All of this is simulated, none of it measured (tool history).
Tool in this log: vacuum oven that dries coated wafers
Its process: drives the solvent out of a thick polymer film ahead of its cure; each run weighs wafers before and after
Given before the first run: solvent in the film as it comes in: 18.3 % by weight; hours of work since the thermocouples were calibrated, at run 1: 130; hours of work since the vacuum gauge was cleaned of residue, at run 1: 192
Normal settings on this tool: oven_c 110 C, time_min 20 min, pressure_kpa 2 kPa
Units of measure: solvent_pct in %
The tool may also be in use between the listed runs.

run,hour,oven_c,time_min,pressure_kpa,hours of work since the thermocouples were calibrated,hours of work since the vacuum gauge was cleaned of residue,solvent_pct
1,0,110,20,2,130,192,3.07
2,11.7,110,20,2,136,197,2.89
3,19.5,110,20,2.35,140,201,3.13
4,33.3,110,20,2,146,208,3.13
5,43,110,20,2,151,213,3.11
6,54.5,110,20,2,157,218,3.01
7,68.6,110,20,2,164,225,2.93
8,79.4,110,20,2,169,230,3.07
9,93.9,110,20,2,176,237,3.08
10,101.2,110,20,2,179,241,2.91
11,113.1,95,20,2,185,247,8.22
12,121.4,101,20,2,189,251,6.13
13,133.2,106,20,2,195,256,4.22
14,145.4,106,20,4.52,201,262,5.13
15,158.7,110,20,2.25,207,269,3.02
16,165.8,110,20,2,211,272,3.02
17,176.6,110,20,2,216,278,3.03
18,184.9,110,20,4.46,220,282,3.78
19,193,110,20,4.46,224,286,3.77
20,204.6,110,20,4.46,230,291,3.71
21,215.4,110,20,4.46,235,296,3.79
22,230.8,110,20,4.46,242,304,3.74
23,244.9,110,20,2,249,311,3.09
24,260.5,110,20,2,257,318,3.11
25,273.5,110,13,3.51,263,325,5.48
26,284.7,117,12,2,269,330,3.29
27,296.1,112,10,1.19,274,336,5.62
28,312.7,117,10,3.64,282,344,4.48
29,326.4,117,10,3.64,289,350,4.51
30,334,110,28,1.5,293,354,1.71
31,345.6,102,11,1.11,298,360,8.56
32,352.8,113,20,3.19,302,363,2.69
33,367.6,115,20,2.24,309,371,1.91
34,380.9,115,20,2.24,316,377,1.96
# hour 383.9: vacuum gauge cleaned of residue and calibrated
35,392.2,115,20,2.24,320,4,1.83
36,399.2,103,22,6.16,324,7,6.41
37,411.6,101,13,2.38,330,13,8.41
# hour 423.3: vacuum gauge cleaned of residue and calibrated, once more
38,429.4,118,11,2,338,3,3.23
39,444.7,116,20,2,345,10,1.59
40,456.6,116,13,6.09,351,16,4.47
41,470.2,121,20,2,357,23,0.93
42,486.4,96,12,2,365,31,10.33
43,495,119,19,1.28,370,35,1.11
44,504.5,119,19,1.28,374,40,1.02
45,518.8,110,19,1.34,381,46,3.05
46,535.6,110,24,1.4,389,55,2.18
47,543.3,97,12,1.49,393,58,9.9
48,550.6,97,12,1.49,397,62,9.84

Below are 3 alternative next runs, each starting from the tool's condition after run 48. Predict each:
A,563.2,113,12,1.49,403,68,?
B,563.2,97,31,1.49,403,68,?
C,563.2,109,11,5.06,403,68,?

run,solvent_pct
A,4.39
B,5.23
C,7.23
With the hidden condition removed and each run's random variation left untouched, the same runs would have given:
run,solvent_pct
A,4.31
B,5.13
C,7.14
